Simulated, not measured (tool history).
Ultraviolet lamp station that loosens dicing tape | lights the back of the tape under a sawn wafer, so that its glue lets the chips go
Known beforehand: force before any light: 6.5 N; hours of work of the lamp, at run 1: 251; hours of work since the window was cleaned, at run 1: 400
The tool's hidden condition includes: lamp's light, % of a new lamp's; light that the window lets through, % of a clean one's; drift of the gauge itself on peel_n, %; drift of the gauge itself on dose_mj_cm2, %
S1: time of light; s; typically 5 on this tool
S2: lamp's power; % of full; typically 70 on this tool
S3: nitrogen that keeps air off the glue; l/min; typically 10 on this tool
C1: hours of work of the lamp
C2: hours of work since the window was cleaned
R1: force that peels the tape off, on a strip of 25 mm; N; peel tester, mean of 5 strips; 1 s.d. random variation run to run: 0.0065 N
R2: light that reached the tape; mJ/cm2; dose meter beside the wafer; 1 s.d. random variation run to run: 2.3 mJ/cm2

run   hour  S1  S2  S3   C1   C2     R1   R2
  1      0   5  70  10  251  400  0.316  193
       4.1  -- window cleaned of glue's vapour
  2    7.9   5  70  10  256    2  0.234  214
  3   18.2   5  70  10  262    9  0.231  209
  4   24.6   4  70  10  266   12  0.421  170
  5   30.4   4  70  10  269   16   0.43  169
  6   39.4   4  70  10  275   21  0.427  168
  7   45.9   2  70  10  279   25   1.68   85
  8   54.9   2  70  10  284   31  1.568   83
  9     63   2  70  10  289   36  1.576   85
 10   73.5   2  97  10  296   42  0.981  117
 11   83.6   2  97  10  302   48  0.946  117
 12   90.3   5  70   4  306   52  0.576  210
 13  101.9   5  70   4  313   59  0.566  209
 14  113.3   4  70  11  320   66  0.413  165
 15  122.6   5  82   6  325   72  0.279  239
 16  129.6   5  82   7  330   76  0.244  240
 17  138.4   5  68  10  335   82  0.272  199
 18  146.3   5  77  19  340   86  0.124  227

3 ways to go on from here, each from the tool as it stands after run 18. What would each give?
  A  158.8   6  77  19  347  94   ?   ?
  B  158.8   5  63   8  347  94   ?   ?
  C  158.8   5  64  15  347  94   ?   ?

run     R1   R2
  A  0.086  274
  B  0.417  184
  C  0.233  189
What these runs would have given with no unlogged condition in the tool:
run     R1   R2
  A  0.076  300
  B  0.331  202
  C  0.183  207

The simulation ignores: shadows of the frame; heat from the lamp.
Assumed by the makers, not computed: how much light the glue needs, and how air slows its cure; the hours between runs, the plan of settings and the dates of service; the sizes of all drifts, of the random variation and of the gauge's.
